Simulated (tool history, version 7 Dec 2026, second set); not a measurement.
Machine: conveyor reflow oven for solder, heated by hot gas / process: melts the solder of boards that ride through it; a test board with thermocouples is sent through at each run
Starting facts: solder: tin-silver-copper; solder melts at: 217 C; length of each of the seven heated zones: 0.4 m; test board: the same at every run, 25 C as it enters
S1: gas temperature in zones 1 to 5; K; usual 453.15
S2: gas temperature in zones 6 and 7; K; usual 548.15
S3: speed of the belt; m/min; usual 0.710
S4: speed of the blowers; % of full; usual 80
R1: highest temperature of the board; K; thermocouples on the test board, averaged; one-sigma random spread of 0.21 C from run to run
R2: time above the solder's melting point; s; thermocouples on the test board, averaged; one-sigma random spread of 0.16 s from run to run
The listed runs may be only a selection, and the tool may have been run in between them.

run   hour      S1      S2     S3  S4      R1    R2
  1    0.0  453.15  548.15  0.710  80  533.05  56.7
  2   12.8  453.15  548.15  0.710  80  533.15  56.8
  3   29.3  453.15  548.15  0.710  80  532.85  56.9
  4   40.9  453.15  548.15  0.710  80  533.15  56.7
  5   52.8  453.15  548.15  0.710  80  532.85  56.9
  6   68.0  453.15  548.15  0.710  80  532.75  56.7
  7   81.9  453.15  548.15  0.710  80  532.95  56.6
  8   89.9  453.15  548.15  0.710  63  527.95  53.0
  9   98.5  453.15  548.15  0.710  53  523.75  49.6
 10  109.5  453.15  548.15  0.710  53  523.95  49.4
 11  128.5  453.15  548.15  0.710  53  524.05  49.6
 12  144.4  453.15  548.15  0.710  53  523.95  49.6
 13  160.0  453.15  548.15  0.710  53  523.85  49.5
 14  173.5  453.15  548.15  0.710  80  532.95  57.0
 15  190.5  453.15  548.15  0.710  80  532.75  56.8
 16  199.2  453.15  548.15  0.710  80  533.05  56.5
 17  208.7  453.15  548.15  0.710  80  532.75  56.9
 18  217.0  464.15  541.15  0.662  80  530.25  64.0
 19  230.9  464.15  541.15  0.662  80  530.25  64.3
 20  246.1  453.15  545.15  0.845  62  518.05  37.3
 21  255.7  453.15  545.15  0.845  62  517.75  37.1
 22  265.3  467.15  555.15  0.792  64  533.15  54.5
 23  280.8  450.15  555.15  0.792  64  528.85  46.7
 24  290.3  453.15  548.15  0.710  64  528.25  53.2
 25  302.7  453.15  548.15  0.789  80  529.45  48.4
 26  312.7  453.15  548.15  0.789  80  529.65  48.8
 27  331.5  454.15  543.15  0.610  71  530.85  66.0
     338.2  -- flux residue cleaned out of gas plates and filters
 28  351.4  454.15  543.15  0.610  71  530.75  65.6
 29  365.8  454.15  548.15  0.710  74  531.25  56.1
 30  384.2  454.15  556.15  0.710  86  541.75  61.0
 31  401.1  453.15  548.15  0.585  59  532.95  69.0

Branching from run 31: 3 alternative next runs. What would each branch give?
  A  413.2  453.15  548.15  0.702  57   ?   ?
  B  413.2  448.15  548.15  0.712  80   ?   ?
  C  413.2  453.15  548.15  0.585  83   ?   ?

run      R1    R2
  A  526.25  52.4
  B  532.25  54.7
  C  538.75  73.2
The same runs, with their run-to-run variation unchanged, on a tool lacking any hidden condition would have given:
run      R1    R2
  A  526.25  52.4
  B  532.25  54.7
  C  538.75  73.2
